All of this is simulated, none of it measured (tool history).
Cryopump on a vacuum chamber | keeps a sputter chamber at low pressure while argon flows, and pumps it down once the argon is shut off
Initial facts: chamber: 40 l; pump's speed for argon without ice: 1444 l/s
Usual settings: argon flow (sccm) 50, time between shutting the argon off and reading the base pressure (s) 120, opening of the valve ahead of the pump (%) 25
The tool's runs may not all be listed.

run,day,argon flow (sccm),time between shutting the argon off and reading the base pressure (s),opening of the valve ahead of the pump (%),pressure while argon flows (Pa),pressure after the wait (uPa)
1,0.000,50,120,25,0.2379,1.40
2,0.854,50,120,25,0.2379,1.42
3,2.446,50,120,25,0.2376,1.42
4,3.571,50,88,25,0.2365,1.64
5,5.383,50,44,25,0.2403,2.41
6,7.058,50,44,25,0.2361,2.37
7,8.654,50,120,16,0.3677,1.51
8,9.921,50,120,16,0.3727,1.46
9,11.804,50,120,16,0.3738,1.51
10,13.421,50,120,25,0.2418,1.51
11,14.608,28,120,25,0.1351,1.54
# day 14.862: leaking fittings of the chamber tightened, without venting
12,15.600,28,120,25,0.1355,0.76
13,17.212,77,120,25,0.3682,0.77
14,18.283,50,120,38,0.1607,0.81
15,19.638,50,120,35,0.1750,0.78
16,20.633,76,286,28,0.3306,0.48
17,22.038,76,286,28,0.3279,0.51
18,22.979,81,61,26,0.3786,1.32
19,24.117,50,120,49,0.1276,0.81

Run 20 comes next. What will it give?
20,25.754,50,65,38,?,?

pressure while argon flows (Pa): 0.1617
pressure after the wait (uPa): 1.29
With no hidden state in the tool, this same run would have given pressure while argon flows (Pa) 0.1524, pressure after the wait (uPa) 1.17.
